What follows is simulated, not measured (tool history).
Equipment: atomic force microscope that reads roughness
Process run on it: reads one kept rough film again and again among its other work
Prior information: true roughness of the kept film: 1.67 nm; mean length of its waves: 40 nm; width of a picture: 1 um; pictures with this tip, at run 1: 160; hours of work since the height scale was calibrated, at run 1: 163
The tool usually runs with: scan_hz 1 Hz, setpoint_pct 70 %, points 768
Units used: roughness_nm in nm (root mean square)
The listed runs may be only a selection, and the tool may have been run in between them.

run	hour	scan_hz	setpoint_pct	points	pictures with this tip	hours of work since the height scale was calibrated	roughness_nm
1	0	1	70	768	160	163	1.413
# hour 23.9: new tip fitted
2	28.1	1	70	768	6	184	1.511
3	54	1	70	768	45	204	1.507
4	80.4	1	70	768	85	224	1.475
5	110.8	1	70	768	131	248	1.447
6	142.4	1	70	768	179	272	1.43
# hour 155.4: new tip fitted
7	157.6	1	70	768	3	283	1.518
8	175.7	1	70	768	31	297	1.516
9	204.9	1	70	768	75	319	1.493
10	229.4	1	70	768	112	338	1.472
11	255.6	1	70	256	152	358	1.427
12	282.3	1	70	768	192	378	1.416
# hour 286.9: new tip fitted
13	299.5	1	70	768	19	391	1.523
14	314	1	70	768	41	402	1.504
15	344.5	1	70	768	87	425	1.482
16	372.2	1	70	768	129	447	1.462
17	394.9	1.62	70	768	164	464	1.374
# hour 417: new tip fitted
18	418	1.62	70	768	2	481	1.475
19	435.2	1.62	70	768	28	494	1.456
20	458.6	1.62	70	768	63	512	1.432
21	475.7	1.62	70	768	89	525	1.416
22	492.9	1.62	66	768	115	539	1.434
23	519	1.62	66	768	155	559	1.426
# hour 521.9: height scale calibrated on a step standard
24	541.1	1.62	66	768	187	15	1.385
# hour 548.6: new tip fitted
25	568.3	1	70	768	30	35	1.506
26	593.7	1	70	354	69	54	1.488
27	622.5	1	70	354	112	77	1.466
28	636.9	3.88	56	451	134	87	1.415
29	662.5	3.88	56	451	173	107	1.394
# hour 679.1: new tip fitted
# hour 686.1: height scale calibrated on a step standard, once more
30	693	3.43	66	768	20	5	1.378
31	709.2	1	70	341	44	18	1.492
32	726.8	1.3	55	341	71	31	1.515
33	753	1	76	587	110	51	1.435
34	776.1	0.87	76	587	145	69	1.435
35	795.6	0.78	76	587	175	84	1.424
# hour 811.4: new tip fitted
36	811.4	1.67	76	631	0	95	1.418
37	828.7	1.46	90	940	26	109	1.294
38	857.4	0.55	62	555	70	131	1.543
39	890	0.55	85	307	119	156	1.434
40	918.1	2.36	64	288	161	177	1.38
41	939.8	1.41	81	370	194	194	1.304
# hour 943.3: new tip fitted
42	957.4	1.41	81	370	21	207	1.375
43	978.1	1	84	818	53	222	1.396
44	991.6	1	84	818	73	233	1.413
45	1005.4	3.66	75	313	94	243	1.19
46	1036.1	3.66	75	313	140	267	1.166
47	1064.5	2.51	78	840	183	289	1.215
# hour 1073.4: new tip fitted
48	1089.3	0.77	69	840	24	307	1.547
49	1120.4	0.77	69	840	71	331	1.5
50	1136.9	1.48	61	807	96	344	1.489
51	1167	1.48	77	268	142	367	1.346

Hidden state or all else? Some run-to-run changes of roughness_nm, split into what the settings, what came in and random variation would give without the hidden state, and what is left for the hidden state (with any gauge scatter that isn't in both results):
The hidden state here: radius of the tip, nm; height scale over the true one, %; drift of the gauge itself on roughness_nm, %.
Run 6 -> 7: new tip fitted. roughness_nm +0.088 nm (root mean square): hidden state +0.098, all else -0.01.
Run 12 -> 13: new tip fitted. roughness_nm +0.107 nm (root mean square): hidden state +0.093, all else +0.014.
Run 35 -> 36: scan_hz 0.78 -> 1.67, points 587 -> 631, new tip fitted. roughness_nm -0.006 nm (root mean square): hidden state +0.094, all else -0.1.
Run 37 -> 38: scan_hz 1.46 -> 0.55, setpoint_pct 90 -> 62, points 940 -> 555. roughness_nm +0.249 nm (root mean square): hidden state -0.028, all else +0.277.
Run 44 -> 45: scan_hz 1 -> 3.66, setpoint_pct 84 -> 75, points 818 -> 313. roughness_nm -0.223 nm (root mean square): hidden state -0.004, all else -0.219.
Run 47 -> 48: scan_hz 2.51 -> 0.77, setpoint_pct 78 -> 69, new tip fitted. roughness_nm +0.332 nm (root mean square): hidden state +0.076, all else +0.256.
